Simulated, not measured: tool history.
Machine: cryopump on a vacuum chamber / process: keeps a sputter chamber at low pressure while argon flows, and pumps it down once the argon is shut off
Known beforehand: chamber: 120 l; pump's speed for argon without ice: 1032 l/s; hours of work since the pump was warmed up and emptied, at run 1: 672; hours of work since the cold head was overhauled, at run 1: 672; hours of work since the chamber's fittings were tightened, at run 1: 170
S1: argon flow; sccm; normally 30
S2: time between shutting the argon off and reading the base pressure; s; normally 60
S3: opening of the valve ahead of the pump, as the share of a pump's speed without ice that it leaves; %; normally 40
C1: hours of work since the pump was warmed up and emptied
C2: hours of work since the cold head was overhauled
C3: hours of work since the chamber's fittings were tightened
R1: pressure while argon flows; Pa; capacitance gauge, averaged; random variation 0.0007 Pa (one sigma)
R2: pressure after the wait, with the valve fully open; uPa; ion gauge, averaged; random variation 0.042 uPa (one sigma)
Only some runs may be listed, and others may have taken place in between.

| run | hour | S1 | S2 | S3 | C1 | C2 | C3 | R1 | R2 |
|---|---|---|---|---|---|---|---|---|---|
| 1 | 0.0 | 30 | 60 | 40 | 672 | 672 | 170 | 0.1347 | 2.53 |
| 2 | 25.8 | 30 | 60 | 40 | 695 | 695 | 192 | 0.1357 | 2.52 |
| 3 | 40.8 | 30 | 60 | 40 | 708 | 708 | 206 | 0.1352 | 2.58 |
| 4 | 62.2 | 30 | 60 | 40 | 726 | 726 | 224 | 0.1361 | 2.59 |
| 5 | 90.9 | 30 | 20 | 40 | 752 | 752 | 249 | 0.1365 | 6.75 |
| 6 | 119.2 | 30 | 60 | 40 | 776 | 776 | 274 | 0.1370 | 2.62 |
| 7 | 140.5 | 30 | 60 | 40 | 795 | 795 | 293 | 0.1367 | 2.60 |
| 8 | 158.9 | 30 | 60 | 40 | 811 | 811 | 309 | 0.1377 | 2.59 |
| 9 | 178.3 | 30 | 60 | 40 | 828 | 828 | 326 | 0.1382 | 2.65 |
| 10 | 205.0 | 19 | 60 | 40 | 851 | 851 | 349 | 0.0887 | 2.70 |
| 11 | 217.1 | 30 | 60 | 40 | 862 | 862 | 360 | 0.1382 | 2.60 |
| 12 | 241.7 | 30 | 60 | 40 | 884 | 884 | 381 | 0.1411 | 2.65 |
| 13 | 258.7 | 30 | 60 | 40 | 898 | 898 | 396 | 0.1395 | 2.69 |
| 14 | 282.5 | 49 | 60 | 40 | 919 | 919 | 417 | 0.2306 | 2.70 |
| 15 | 308.2 | 49 | 60 | 40 | 942 | 942 | 440 | 0.2318 | 2.64 |
| 16 | 326.4 | 49 | 60 | 40 | 958 | 958 | 456 | 0.2329 | 2.78 |
| 17 | 349.8 | 49 | 60 | 40 | 978 | 978 | 476 | 0.2306 | 2.68 |
| 18 | 377.1 | 49 | 60 | 40 | 1002 | 1002 | 500 | 0.2340 | 2.71 |
| 19 | 403.0 | 14 | 71 | 36 | 1025 | 1025 | 523 | 0.0738 | 2.49 |
| 20 | 421.0 | 30 | 112 | 34 | 1041 | 1041 | 538 | 0.1659 | 1.76 |
| 21 | 442.0 | 12 | 112 | 39 | 1059 | 1059 | 557 | 0.0589 | 1.76 |
| 22 | 454.6 | 13 | 91 | 23 | 1070 | 1070 | 568 | 0.1012 | 2.04 |
| 23 | 468.6 | 44 | 167 | 27 | 1082 | 1082 | 580 | 0.2999 | 1.39 |
| 24 | 480.6 | 59 | 167 | 22 | 1093 | 1093 | 591 | 0.4815 | 1.42 |
| 25 | 501.1 | 59 | 167 | 22 | 1111 | 1111 | 609 | 0.4816 | 1.46 |
|  | 508.7 | pump warmed up, emptied and cooled again |
| 26 | 525.9 | 59 | 167 | 22 | 15 | 1128 | 626 | 0.4419 | 1.18 |
| 27 | 544.5 | 30 | 60 | 56 | 31 | 1144 | 642 | 0.0891 | 2.61 |
| 28 | 570.0 | 29 | 60 | 56 | 54 | 1167 | 664 | 0.0872 | 2.59 |
| 29 | 591.9 | 59 | 108 | 56 | 73 | 1186 | 684 | 0.1762 | 1.68 |
| 30 | 615.4 | 30 | 60 | 28 | 93 | 1206 | 704 | 0.1760 | 2.57 |
| 31 | 638.9 | 30 | 130 | 19 | 114 | 1227 | 725 | 0.2606 | 1.48 |
| 32 | 662.4 | 15 | 82 | 40 | 135 | 1247 | 745 | 0.0637 | 2.02 |
| 33 | 678.2 | 12 | 82 | 39 | 148 | 1261 | 759 | 0.0512 | 2.05 |

Take each entry between the runs: how does the hidden state at the last listed run before it differ from the hidden state at the first listed run after it?
After run 25, before run 26: pump warmed up, emptied and cooled again (hour 508.7)
  pump's speed, % of a pump's without ice: 69.1 -> 99.3; leak into the chamber, uPa l/s: 446 -> 450
  the result without the hidden state subtracted from the measured one, R1: +0.0449 -> +0.0021 Pa; R2: +0.34 -> +0.15 uPa
